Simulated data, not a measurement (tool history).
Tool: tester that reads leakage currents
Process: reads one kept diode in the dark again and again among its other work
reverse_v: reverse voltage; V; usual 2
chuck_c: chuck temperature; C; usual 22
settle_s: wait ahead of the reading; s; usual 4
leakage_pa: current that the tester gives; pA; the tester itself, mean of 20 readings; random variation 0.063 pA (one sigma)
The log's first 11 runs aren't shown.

run	day	reverse_v	chuck_c	settle_s	leakage_pa
12	19.667	2	22	4	13.11
13	21.704	2	22	4	12.97
14	23.075	2	22	4	13.08
15	24.954	2	22	4	13.05
16	26.217	2	22	4	13.02
17	28.85	2	22	4	13.05
18	30.262	16.24	22	4	31.4
19	32.058	16.24	22	4	31.47
20	34.462	16.24	22	4	31.5
21	36.5	1.66	50	4	131.22
22	37.854	1.66	50	4	131.79
23	39.083	1.68	20	3.97	10.27
24	40.875	9.03	22	3.97	24.57
25	43.662	9.03	22	3.97	24.82
26	46.508	9.03	22	3.97	24.87
27	48.171	9.03	22	3.97	24.92
28	49.417	5.8	34	0.76	60.08
29	51.842	5.8	34	0.76	60.84
30	54.204	7.9	56	1.52	384.03
31	56.704	2.23	27	2.68	22.22
32	58.396	6.48	27	1.81	34.63
33	60.567	7.61	27	5.22	36.17
34	62.496	7.99	33	5.22	62.44
35	64.908	7.99	33	5.22	62.63
36	67.246	1.34	54	3.92	169.34

Forecast each of these 3 alternatives for the next run:
A	69.304	1.34	38	8.4	?
B	69.304	1.12	22	0.67	?
C	69.304	1.34	54	3.26	?

run	leakage_pa
A	47.27
B	11.24
C	169.16
Without the tool's hidden state the same runs would have given:
run	leakage_pa
A	44.27
B	10.4
C	159.57
